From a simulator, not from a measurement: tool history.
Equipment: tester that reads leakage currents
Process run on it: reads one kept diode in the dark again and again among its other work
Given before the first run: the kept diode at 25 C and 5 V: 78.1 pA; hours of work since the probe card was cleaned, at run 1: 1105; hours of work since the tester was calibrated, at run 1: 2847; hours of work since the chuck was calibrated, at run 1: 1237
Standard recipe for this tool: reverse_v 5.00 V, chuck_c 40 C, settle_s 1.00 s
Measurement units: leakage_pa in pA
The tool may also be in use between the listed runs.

run,hour,reverse_v,chuck_c,settle_s,hours of work since the probe card was cleaned,hours of work since the tester was calibrated,hours of work since the chuck was calibrated,leakage_pa
1,0.0,5.00,40,1.00,1105,2847,1237,268.07
2,120.9,5.00,40,1.00,1181,2922,1312,267.34
# hour 148.6: chuck's temperature calibrated
3,244.2,5.00,40,1.00,1256,2998,59,246.39
4,329.6,5.00,40,1.00,1309,3051,113,245.23
5,462.6,5.00,53,1.00,1392,3133,195,603.09
6,559.5,15.38,40,1.00,1452,3194,256,364.42
7,665.5,15.38,40,1.00,1518,3260,321,367.64

For run 8, what comes out?
8,783.0,5.89,33,0.45,1591,3333,395,?

Run 8 measured leakage_pa 161.20 pA.
If the tool had no hidden condition, the same run with the same run-to-run variation would have returned leakage_pa 156.08 pA.

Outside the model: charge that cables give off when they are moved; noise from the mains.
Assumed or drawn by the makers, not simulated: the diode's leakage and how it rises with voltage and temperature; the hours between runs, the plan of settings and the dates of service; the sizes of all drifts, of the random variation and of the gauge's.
